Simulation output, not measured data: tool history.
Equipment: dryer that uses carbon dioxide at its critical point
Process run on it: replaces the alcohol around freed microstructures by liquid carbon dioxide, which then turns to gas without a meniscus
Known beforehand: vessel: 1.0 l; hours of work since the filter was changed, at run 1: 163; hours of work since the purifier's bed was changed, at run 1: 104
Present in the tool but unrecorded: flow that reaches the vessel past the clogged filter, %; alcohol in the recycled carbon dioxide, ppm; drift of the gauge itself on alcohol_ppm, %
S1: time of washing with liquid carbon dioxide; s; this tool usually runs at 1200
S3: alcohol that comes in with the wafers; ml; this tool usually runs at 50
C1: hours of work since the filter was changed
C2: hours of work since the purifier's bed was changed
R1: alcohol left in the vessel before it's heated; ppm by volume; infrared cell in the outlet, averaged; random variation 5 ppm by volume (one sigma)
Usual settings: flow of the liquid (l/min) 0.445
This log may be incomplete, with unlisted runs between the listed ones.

Run 1, hour 0.0: usual settings; C1 163; C2 104. Result: R1 71 ppm by volume.
Run 2, hour 17.3: usual settings but S3 21 ml; C1 175; C2 116. Result: R1 47 ppm by volume.
Run 3, hour 39.0: usual settings; C1 191; C2 132. Result: R1 62 ppm by volume.
Run 4, hour 67.1: usual settings; C1 211; C2 153. Result: R1 82 ppm by volume.
Run 5, hour 92.8: usual settings but S1 1440 s; C1 230; C2 171. Result: R1 42 ppm by volume.
Run 6, hour 108.5: usual settings but S1 1440 s; C1 241; C2 183. Result: R1 52 ppm by volume.
Run 7, hour 134.5: usual settings but S1 1860 s; C1 260; C2 202. Result: R1 46 ppm by volume.
Run 8, hour 163.0: usual settings but flow of the liquid (l/min) 0.395; C1 281; C2 222. Result: R1 169 ppm by volume.
Run 9, hour 183.6: usual settings but flow of the liquid (l/min) 0.395; C1 296; C2 237. Result: R1 151 ppm by volume.
Run 10, hour 207.4: usual settings but flow of the liquid (l/min) 0.395; C1 313; C2 254. Result: R1 168 ppm by volume.
Run 11, hour 220.5: usual settings; C1 322; C2 264. Result: R1 103 ppm by volume.
Run 12, hour 246.2: usual settings but S3 22 ml; C1 341; C2 283. Result: R1 74 ppm by volume.

What will run 13 give?
Run 13, hour 264.6: usual settings but S3 22 ml; C1 354; C2 296. Result: R1 ?.

Run 13 yielded R1 86 ppm by volume.
Take away the tool's hidden state, keep the run-to-run variation as it was, and the same run would have given R1 19 ppm by volume.
